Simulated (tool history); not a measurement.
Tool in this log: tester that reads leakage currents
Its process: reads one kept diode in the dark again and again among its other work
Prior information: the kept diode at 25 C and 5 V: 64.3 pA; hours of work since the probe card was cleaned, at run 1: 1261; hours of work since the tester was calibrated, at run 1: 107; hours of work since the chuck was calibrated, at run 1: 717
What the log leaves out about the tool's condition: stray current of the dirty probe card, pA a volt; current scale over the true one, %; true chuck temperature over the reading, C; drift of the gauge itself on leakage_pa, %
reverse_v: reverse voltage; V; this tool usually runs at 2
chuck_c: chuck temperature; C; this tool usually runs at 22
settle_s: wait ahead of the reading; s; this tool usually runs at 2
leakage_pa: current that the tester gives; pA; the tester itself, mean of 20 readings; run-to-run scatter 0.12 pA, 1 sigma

run,hour,reverse_v,chuck_c,settle_s,hours of work since the probe card was cleaned,hours of work since the tester was calibrated,hours of work since the chuck was calibrated,leakage_pa
1,0,2,22,2,1261,107,717,41.38
2,23.6,2,22,2,1276,123,732,41.33
3,43.3,2.81,22,2,1289,136,745,48.82
4,64.3,2.81,22,2,1303,150,759,48.97
5,108,3.79,22,2,1332,179,788,57.07
6,152.3,3.79,22,2,1361,208,817,57.38
7,196.4,6.43,22,2,1390,237,846,75.15
8,238.7,2,53,2,1418,265,874,329.13
# hour 254.1: probe card cleaned and baked
9,279.5,2,22,2,17,290,899,36.7
10,300.3,2,22,2,30,303,913,36.74
11,337.8,7.4,22,2,55,328,937,62.51
12,362.1,7.4,22,2,71,344,953,62.74
13,380.7,7.4,22,2,84,357,966,62.57
# hour 393.7: chuck's temperature calibrated
14,411.2,7.4,22,2,102,375,11,61.26
15,430.5,2,22,0.46,115,388,24,36
16,458.7,2,22,0.46,134,407,43,36.11
17,483.8,2,22,2,150,423,59,36.02
18,518.1,2,22,2,173,446,82,36.06
19,550.7,2,22,2,194,467,104,36.14
20,575.6,2,22,4.1,211,484,120,36.41
21,603.4,2,22,4.1,229,502,138,36.44
22,629.8,2,22,4.1,246,520,156,36.49
23,656.9,2,22,4.1,264,537,174,36.71
24,695,2,22,0.54,289,562,199,36.75
25,725.3,1.9,36,2,309,582,219,100.09
26,758.4,1.9,36,2,331,604,240,99.99
27,798.2,1.9,36,2,357,631,267,99.96
28,835.4,1.9,55,0.53,382,655,291,355.58
29,868.4,3.37,55,2,404,677,313,447.18
30,909,6.99,30,0.91,431,704,340,113.82
31,939.5,1.18,22,0.74,451,724,360,30.17
32,961.8,1.14,28,0.44,465,738,375,46.45
33,990.4,1.14,28,0.44,484,757,393,46.67
34,1011.4,12.18,24,7.23,498,771,407,98.26
35,1031.7,12.18,24,7.23,511,784,421,98.52
36,1067.2,13.46,56,3.7,535,808,444,847.73
37,1095.8,1.65,22,0.39,554,827,463,35.49
38,1115.8,3.94,21,0.36,567,840,476,48.54
39,1143.6,2,39,1.79,585,858,494,127.78

3 options for the next run, each taken on its own from the tool as it stands now. Forecast them:
A,1163,1.2,33,8.85,598,871,507,?
B,1163,4.28,50,1.79,598,871,507,?
C,1163,19.63,21,8.79,598,871,507,?

run,leakage_pa
A,68.58
B,360.58
C,105.88
Had the tool no hidden state, the same runs would have come out as:
run,leakage_pa
A,66.07
B,350.42
C,81.83
